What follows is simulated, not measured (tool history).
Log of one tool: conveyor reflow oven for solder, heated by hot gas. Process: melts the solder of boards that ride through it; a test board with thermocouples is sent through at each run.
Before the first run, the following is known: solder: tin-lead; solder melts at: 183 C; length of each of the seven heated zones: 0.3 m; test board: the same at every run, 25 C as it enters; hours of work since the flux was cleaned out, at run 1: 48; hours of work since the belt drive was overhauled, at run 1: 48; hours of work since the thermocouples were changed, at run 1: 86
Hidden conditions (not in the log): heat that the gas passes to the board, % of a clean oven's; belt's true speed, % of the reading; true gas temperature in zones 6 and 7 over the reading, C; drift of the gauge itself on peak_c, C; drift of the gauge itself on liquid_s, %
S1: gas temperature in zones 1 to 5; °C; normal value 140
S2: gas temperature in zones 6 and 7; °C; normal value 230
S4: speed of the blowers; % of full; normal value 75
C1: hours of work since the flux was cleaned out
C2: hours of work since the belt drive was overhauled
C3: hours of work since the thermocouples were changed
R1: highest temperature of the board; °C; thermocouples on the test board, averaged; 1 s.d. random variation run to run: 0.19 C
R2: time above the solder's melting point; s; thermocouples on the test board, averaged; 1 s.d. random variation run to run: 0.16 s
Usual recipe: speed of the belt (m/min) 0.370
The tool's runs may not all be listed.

Run 1, hour 0.0: usual settings; C1 48; C2 48; C3 86. Result: R1 216.5 °C, R2 74.5 s.
Run 2, hour 4.1: usual settings; C1 51; C2 51; C3 89. Result: R1 217.2 °C, R2 74.4 s.
Run 3, hour 10.4: usual settings; C1 56; C2 56; C3 94. Result: R1 216.8 °C, R2 74.3 s.
Run 4, hour 19.6: usual settings; C1 63; C2 63; C3 102. Result: R1 217.1 °C, R2 74.4 s.
Run 5, hour 23.5: usual settings but S1 141 °C; C1 66; C2 66; C3 105. Result: R1 217.2 °C, R2 74.8 s.
Run 6, hour 29.3: usual settings but S1 141 °C; C1 71; C2 71; C3 109. Result: R1 216.7 °C, R2 75.0 s.
Run 7, hour 33.4: usual settings but S1 141 °C; C1 74; C2 74; C3 112. Result: R1 216.6 °C, R2 74.7 s.
Run 8, hour 41.6: usual settings; C1 81; C2 81; C3 119. Result: R1 216.6 °C, R2 74.0 s.
Run 9, hour 45.5: usual settings but speed of the belt (m/min) 0.328; C1 84; C2 84; C3 122. Result: R1 219.6 °C, R2 87.7 s.
Run 10, hour 53.1: usual settings but S2 242 °C; C1 90; C2 90; C3 128. Result: R1 227.0 °C, R2 82.5 s.
Run 11, hour 61.4: usual settings but S2 242 °C, S4 61 % of full; C1 96; C2 96; C3 135. Result: R1 222.6 °C, R2 78.4 s.
Run 12, hour 70.1: usual settings but S2 242 °C, S4 61 % of full; C1 103; C2 103; C3 142. Result: R1 223.1 °C, R2 78.4 s.
Run 13, hour 78.3: usual settings but S2 242 °C, S4 61 % of full; C1 110; C2 110; C3 148. Result: R1 222.5 °C, R2 78.6 s.
Run 14, hour 87.5: usual settings but S2 242 °C; C1 117; C2 117; C3 156. Result: R1 226.6 °C, R2 82.6 s.
Run 15, hour 92.0: usual settings but S2 232 °C; C1 121; C2 121; C3 159. Result: R1 218.0 °C, R2 75.4 s.
Run 16, hour 101.0: usual settings but S2 232 °C; C1 128; C2 128; C3 166. Result: R1 218.0 °C, R2 75.2 s.
Run 17, hour 105.9: usual settings but S2 232 °C; C1 132; C2 132; C3 170. Result: R1 218.0 °C, R2 75.6 s.
Run 18, hour 115.3: usual settings but S2 227 °C, speed of the belt (m/min) 0.318, S4 87 % of full; C1 139; C2 139; C3 178. Result: R1 219.0 °C, R2 91.7 s.
Run 19, hour 120.4: usual settings but S1 154 °C, S2 231 °C, speed of the belt (m/min) 0.311, S4 54 % of full; C1 143; C2 143; C3 182. Result: R1 217.9 °C, R2 98.6 s.
Run 20, hour 124.3: usual settings but S1 154 °C, S2 231 °C, speed of the belt (m/min) 0.311, S4 54 % of full; C1 147; C2 147; C3 185. Result: R1 217.9 °C, R2 98.4 s.
Run 21, hour 131.7: usual settings but S1 145 °C, S4 63 % of full; C1 153; C2 153; C3 191. Result: R1 213.2 °C, R2 72.1 s.
Run 22, hour 139.2: usual settings but S1 145 °C, S4 63 % of full; C1 158; C2 158; C3 197. Result: R1 213.5 °C, R2 72.1 s.
Run 23, hour 147.1: usual settings but S1 145 °C, S2 226 °C, speed of the belt (m/min) 0.301, S4 66 % of full; C1 165; C2 165; C3 203. Result: R1 215.3 °C, R2 94.7 s.
Run 24, hour 155.5: usual settings but S2 239 °C, S4 62 % of full; C1 171; C2 171; C3 210. Result: R1 219.8 °C, R2 76.0 s.
Run 25, hour 160.2: usual settings but S2 239 °C, S4 62 % of full; C1 175; C2 175; C3 214. Result: R1 219.7 °C, R2 75.9 s.
Run 26, hour 167.4: usual settings but S1 148 °C, S2 245 °C, speed of the belt (m/min) 0.433, S4 65 % of full; C1 181; C2 181; C3 219. Result: R1 221.3 °C, R2 69.0 s.

The next listed run, before its measurement:
Run 27, hour 172.3: usual settings but S1 148 °C, S2 223 °C, speed of the belt (m/min) 0.433, S4 55 % of full; C1 185; C2 185; C3 223. Result: R1 ?, R2 ?.

R1: 200.0 °C
R2: 44.0 s
Had the tool carried no hidden state, the very same run would have given R1 201.7 °C, R2 46.9 s.
